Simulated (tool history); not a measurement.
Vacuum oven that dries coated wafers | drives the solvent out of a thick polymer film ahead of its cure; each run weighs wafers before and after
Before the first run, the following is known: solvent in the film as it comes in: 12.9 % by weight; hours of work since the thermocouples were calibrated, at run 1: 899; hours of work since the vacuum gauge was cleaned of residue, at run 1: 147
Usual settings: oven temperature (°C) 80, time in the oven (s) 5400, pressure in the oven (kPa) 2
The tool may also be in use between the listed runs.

run,hour,oven temperature (°C),time in the oven (s),pressure in the oven (kPa),hours of work since the thermocouples were calibrated,hours of work since the vacuum gauge was cleaned of residue,solvent left in the film (%)
1,0,80,5400,2,899,147,1.27
2,7.3,80,3060,2,904,153,2.67
3,17.1,80,3060,2,911,160,2.69
4,31.3,80,4800,2,922,170,1.5
5,38.4,80,4800,2,927,175,1.52
6,48.9,80,4500,2,934,182,1.69
7,57.3,80,5400,2.63,940,188,1.51
8,66.9,80,5400,2.74,947,195,1.52
9,77.5,80,5400,2.74,954,203,1.5
10,90,80,5400,2.74,963,212,1.56
11,97.8,80,5400,2.74,969,217,1.54
12,109.9,70,5400,2,978,226,3.38
13,116.3,70,5400,2,982,231,3.4
14,128.5,80,5400,2,991,239,1.31
15,135.3,94,5400,2,996,244,0.42
16,142.7,80,5400,2,1001,249,1.3
17,148.7,80,5400,2,1005,254,1.34
18,162.2,71,5400,2,1015,263,3.15
19,173.2,71,5400,2,1023,271,3.18
# hour 176.3: oven's thermocouples calibrated
20,188.2,80,5400,2.65,9,280,1.25
21,198.8,80,5400,2.28,16,288,1.15
22,209.6,80,5400,2.28,24,296,1.13
23,216.3,80,5400,2.28,29,301,1.17
24,229.6,80,3720,2,38,310,1.75
25,243.9,86,5580,2,48,320,0.58
26,251.1,83,8580,2.27,53,325,0.69
27,260.4,69,5400,2.87,60,332,3.58
28,268.7,69,5400,2.87,66,338,3.52
29,280.3,69,5400,2.87,74,346,3.55
30,291.9,88,4740,4.27,83,355,1.11
31,304.5,85,6060,3.48,92,364,1
32,315.3,81,6120,2.25,99,371,0.96
33,325.1,81,6120,2.25,106,378,0.94
# hour 327.8: vacuum gauge cleaned of residue and calibrated
34,338.3,89,4320,5.94,115,8,1.44
35,352.4,89,4320,7.32,125,18,1.77
36,362,89,4320,7.32,132,24,1.75
37,375.1,89,7680,6.43,141,34,1.48
# hour 385.6: vacuum gauge cleaned of residue and calibrated, once more
38,389.9,76,7980,2.36,150,3,1.15
39,402.9,70,3480,1.59,160,12,4.28
40,413.4,70,6120,1.03,167,20,2.18
41,420.6,70,6120,1.03,172,25,2.14
42,428.3,70,6120,1.03,178,30,2.21
43,439.8,80,9360,2,186,39,0.67
44,450.1,80,9360,2,193,46,0.66
45,459.4,95,2700,1.08,200,53,0.38
46,472.8,80,7920,2,210,62,0.72
47,479.6,90,5460,3.86,214,67,0.84

Take each entry between the runs: how does the hidden state at the last listed run before it differ from the hidden state at the first listed run after it?
In the gap between runs 19 and 20: oven's thermocouples calibrated (hour 176.3)
  true wafer temperature over the reading, C: -1.58 -> 0.42; true pressure over the reading, kPa: 0.114 -> 0.117
  measured minus no-state result, solvent left in the film (%): +0.44 -> -0.01
In the gap between runs 33 and 34: vacuum gauge cleaned of residue and calibrated (hour 327.8)
  true wafer temperature over the reading, C: 0.27 -> 0.25; true pressure over the reading, kPa: 0.155 -> 0.243
  measured minus no-state result, solvent left in the film (%): +0.02 -> +0.03
In the gap between runs 37 and 38: vacuum gauge cleaned of residue and calibrated, once more (hour 385.6)
  true wafer temperature over the reading, C: 0.21 -> 0.2; true pressure over the reading, kPa: 0.254 -> 0.003
  measured minus no-state result, solvent left in the film (%): +0.04 -> -0.02
